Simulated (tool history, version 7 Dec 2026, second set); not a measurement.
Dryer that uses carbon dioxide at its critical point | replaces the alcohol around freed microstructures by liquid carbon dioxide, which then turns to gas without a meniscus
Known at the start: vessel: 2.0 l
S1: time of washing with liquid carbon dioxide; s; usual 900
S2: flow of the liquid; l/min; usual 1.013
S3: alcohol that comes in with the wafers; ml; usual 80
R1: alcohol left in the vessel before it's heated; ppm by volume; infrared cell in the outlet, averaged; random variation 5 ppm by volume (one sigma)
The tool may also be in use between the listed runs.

run   hour    S1     S2   S3   R1
  1    0.0   900  1.013   80   37
  2   11.6   900  1.013   80   40
  3   33.9   900  1.013   20   37
  4   55.0   900  1.013   20   20
  5   75.5   900  1.013   20   42
  6   89.9   900  1.013   20   50
  7  109.5   900  1.013   20   42
  8  119.8   900  1.013   20   42
  9  139.1   900  1.013   80   74
 10  152.9   900  1.013   80   75
 11  174.8   900  1.130   80   74
 12  197.9   900  1.130   80   71
 13  219.2   900  1.013   80   88
 14  238.3  1260  1.013  104   72
 15  260.3  1260  1.310   33   72
 16  284.4  1260  1.310   33   70
 17  307.2   600  1.500   80  104
 18  327.7   600  1.500   80  103
 19  344.7   600  0.790   35  518
 20  368.5   600  0.790   35  522
 21  389.9  1260  0.630   21  117
 22  408.2   840  0.800   36  188
 23  426.5   900  1.070   30  115
 24  443.6  1380  1.630   31  111
 25  464.8  1380  1.630   31  102

4 ways to go on from here, each from the tool as it stands after run 25. What would each give?
  A  483.4   900  1.140   80   ?
  B  483.4  1020  1.270  113   ?
  C  483.4  1260  0.980   87   ?
  D  483.4   540  1.630   31   ?

run   R1
  A  131
  B  109
  C  118
  D  128
Without the tool's hidden state the same runs would have given:
run  R1
  A  14
  B   0
  C   0
  D  15
